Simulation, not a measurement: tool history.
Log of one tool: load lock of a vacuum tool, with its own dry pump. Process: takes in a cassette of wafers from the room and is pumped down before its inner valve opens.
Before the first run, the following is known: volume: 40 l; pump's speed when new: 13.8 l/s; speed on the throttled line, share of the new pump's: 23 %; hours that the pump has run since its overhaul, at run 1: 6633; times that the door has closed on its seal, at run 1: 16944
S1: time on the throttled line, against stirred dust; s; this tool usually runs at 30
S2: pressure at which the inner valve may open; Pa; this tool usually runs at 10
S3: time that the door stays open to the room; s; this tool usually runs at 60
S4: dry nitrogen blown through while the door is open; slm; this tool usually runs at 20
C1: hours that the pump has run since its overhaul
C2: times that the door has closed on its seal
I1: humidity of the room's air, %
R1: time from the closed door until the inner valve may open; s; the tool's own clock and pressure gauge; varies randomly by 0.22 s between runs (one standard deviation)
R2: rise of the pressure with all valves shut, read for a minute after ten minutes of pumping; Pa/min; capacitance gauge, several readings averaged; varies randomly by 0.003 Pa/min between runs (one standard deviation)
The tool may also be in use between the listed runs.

Run 1, day 0: usual settings; C1 6633; C2 16944; I1 44.3. Result: R1 51.6 s, R2 0.266 Pa/min.
Run 2, day 7.467: usual settings; C1 6812; C2 17548; I1 44.5. Result: R1 51.2 s, R2 0.28 Pa/min.
Run 3, day 17.658: usual settings; C1 7057; C2 18373; I1 47.7. Result: R1 51.6 s, R2 0.309 Pa/min.
Run 4, day 27.788: usual settings; C1 7300; C2 19192; I1 43.6. Result: R1 51.7 s, R2 0.321 Pa/min.
Run 5, day 35.288: usual settings; C1 7480; C2 19799; I1 46.3. Result: R1 51.9 s, R2 0.334 Pa/min.
Run 6, day 43.9: usual settings but S2 7 Pa; C1 7686; C2 20496; I1 44.1. Result: R1 53.2 s, R2 0.354 Pa/min.
Run 7, day 51.825: usual settings but S2 7 Pa; C1 7877; C2 21137; I1 46.3. Result: R1 53.3 s, R2 0.376 Pa/min.
At day 62.033: door's seal changed, seat wiped.
Run 8, day 62.425: usual settings but S2 7 Pa; C1 8129; C2 32; I1 45. Result: R1 53.3 s, R2 0.029 Pa/min.
Run 9, day 68.404: usual settings but S1 51 s; C1 8273; C2 516; I1 44.8. Result: R1 67.6 s, R2 0.029 Pa/min.
Run 10, day 75.754: usual settings but S2 9 Pa; C1 8449; C2 1110; I1 45. Result: R1 52.3 s, R2 0.036 Pa/min.
Run 11, day 82.192: usual settings; C1 8604; C2 1631; I1 46.3. Result: R1 52.1 s, R2 0.039 Pa/min.
Run 12, day 95.738: usual settings but S1 25 s, S2 8 Pa, S3 133 s, S4 6 slm; C1 8929; C2 2727; I1 43. Result: R1 48.9 s, R2 0.085 Pa/min.
Run 13, day 105.425: usual settings but S1 25 s, S2 8 Pa, S3 133 s, S4 4 slm; C1 9162; C2 3511; I1 44.8. Result: R1 49 s, R2 0.108 Pa/min.
Run 14, day 113.462: usual settings but S1 38 s, S2 8 Pa, S3 28 s, S4 17 slm; C1 9354; C2 4161; I1 46.5. Result: R1 59.1 s, R2 0.053 Pa/min.
Run 15, day 120.729: usual settings but S1 34 s, S2 20 Pa, S3 36 s, S4 17 slm; C1 9529; C2 4749; I1 44.6. Result: R1 53.2 s, R2 0.063 Pa/min.
Run 16, day 132.362: usual settings but S4 41 slm; C1 9808; C2 5690; I1 45. Result: R1 52.4 s, R2 0.065 Pa/min.
Run 17, day 142.55: usual settings but S1 20 s, S3 92 s, S4 8 slm; C1 10053; C2 6514; I1 45.6. Result: R1 44.5 s, R2 0.109 Pa/min.
Run 18, day 149.604: usual settings but S4 6 slm; C1 10222; C2 7084; I1 46.1. Result: R1 52.1 s, R2 0.105 Pa/min.
Run 19, day 162.529: usual settings but S1 16 s, S2 11 Pa; C1 10532; C2 8130; I1 45.1. Result: R1 41.8 s, R2 0.114 Pa/min.
Run 20, day 173.358: usual settings but S1 16 s, S2 11 Pa; C1 10792; C2 9006; I1 45.6. Result: R1 41.9 s, R2 0.121 Pa/min.
Run 21, day 183.342: usual settings but S3 34 s, S4 16 slm; C1 11031; C2 9813; I1 46.1. Result: R1 52.3 s, R2 0.12 Pa/min.
Run 22, day 190.092: usual settings but S3 34 s, S4 16 slm; C1 11194; C2 10359; I1 46.2. Result: R1 52.2 s, R2 0.127 Pa/min.

Each row is a separate what-if for the run after 22, all from the same tool condition, not one after another. Results?
Run A, day 198.908: usual settings but S3 28 s, S4 23 slm; C1 11405; C2 11073; I1 47.7. Result: R1 ?, R2 ?.
Run B, day 198.908: usual settings but S1 49 s; C1 11405; C2 11073; I1 43.8. Result: R1 ?, R2 ?.
Run C, day 198.908: usual settings but S1 52 s, S2 9 Pa, S4 41 slm; C1 11405; C2 11073; I1 47.7. Result: R1 ?, R2 ?.
Run D, day 198.908: usual settings; C1 11405; C2 11073; I1 46.4. Result: R1 ?, R2 ?.

run    R1     R2
  A  52.6  0.134
  B  66.8  0.149
  C  68.7  0.142
  D  52.7   0.15
Without the tool's unlogged condition, the same runs would have read:
run    R1     R2
  A  49.7  0.014
  B  64.5  0.025
  C  66.5   0.02
  D  49.8   0.03
